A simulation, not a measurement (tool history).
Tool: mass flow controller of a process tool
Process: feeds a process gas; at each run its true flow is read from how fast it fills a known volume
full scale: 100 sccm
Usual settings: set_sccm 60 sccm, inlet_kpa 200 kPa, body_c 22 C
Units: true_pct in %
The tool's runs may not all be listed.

Run 1, day 0: usual settings. Result: true_pct 98.85 %.
Run 2, day 2.367: usual settings. Result: true_pct 99.07 %.
Run 3, day 5.217: usual settings. Result: true_pct 98.82 %.
Run 4, day 8.083: usual settings. Result: true_pct 98.89 %.
Run 5, day 11.017: usual settings. Result: true_pct 98.95 %.
Run 6, day 14.017: usual settings. Result: true_pct 98.98 %.
Run 7, day 16.883: usual settings. Result: true_pct 99.07 %.
Run 8, day 19.458: usual settings but inlet_kpa 270 kPa. Result: true_pct 99.51 %.
At day 19.608: controller's zero set anew.
Run 9, day 20.9: usual settings but inlet_kpa 270 kPa. Result: true_pct 99.56 %.
Run 10, day 23.821: usual settings but inlet_kpa 270 kPa. Result: true_pct 99.56 %.
Run 11, day 25.221: usual settings but inlet_kpa 203 kPa. Result: true_pct 99.1 %.
Run 12, day 27.671: usual settings but inlet_kpa 203 kPa. Result: true_pct 99.13 %.
Run 13, day 30.312: usual settings but set_sccm 36 sccm, inlet_kpa 203 kPa, body_c 33 C. Result: true_pct 99.47 %.
Run 14, day 32.012: usual settings but set_sccm 36 sccm, inlet_kpa 203 kPa, body_c 37 C. Result: true_pct 99.95 %.
Run 15, day 33.354: usual settings but set_sccm 36 sccm, inlet_kpa 203 kPa, body_c 37 C. Result: true_pct 99.87 %.
Run 16, day 35.279: usual settings but set_sccm 34 sccm, inlet_kpa 198 kPa, body_c 31 C. Result: true_pct 99.4 %.
At day 36.346: controller's zero set anew, once more.
Run 17, day 36.683: usual settings but set_sccm 30 sccm, inlet_kpa 243 kPa, body_c 32 C. Result: true_pct 99.53 %.
Run 18, day 39.925: usual settings but set_sccm 10 sccm, inlet_kpa 160 kPa. Result: true_pct 98.23 %.
Run 19, day 41.675: usual settings but set_sccm 10 sccm, inlet_kpa 160 kPa. Result: true_pct 98.45 %.
Run 20, day 44.317: usual settings but inlet_kpa 241 kPa. Result: true_pct 99.33 %.
Run 21, day 45.95: usual settings but set_sccm 70 sccm, inlet_kpa 237 kPa, body_c 29 C. Result: true_pct 99.84 %.
Run 22, day 47.775: usual settings but set_sccm 70 sccm, inlet_kpa 237 kPa, body_c 29 C. Result: true_pct 99.91 %.
Run 23, day 50.442: usual settings but body_c 38 C. Result: true_pct 100.04 %.
Run 24, day 52.142: usual settings but set_sccm 82 sccm, inlet_kpa 243 kPa, body_c 24 C. Result: true_pct 99.83 %.

Some steps in true_pct between neighbouring runs. How much of each would the tool show without its hidden state too (settings, what came in, random variation), and how much is left for the hidden state, with any gauge scatter that isn't in both results?
The hidden state here: flow at rest that the sensor doesn't see, % of full scale; true flow over the shown one, %; drift of the gauge itself on true_pct, %.
Run 17 -> 18: set_sccm 30 -> 10, inlet_kpa 243 -> 160, body_c 32 -> 22. true_pct -1.3 %: hidden state +0.5, all else -1.8.
Run 19 -> 20: set_sccm 10 -> 60, inlet_kpa 160 -> 241. true_pct +0.88 %: hidden state -0.6, all else +1.48.
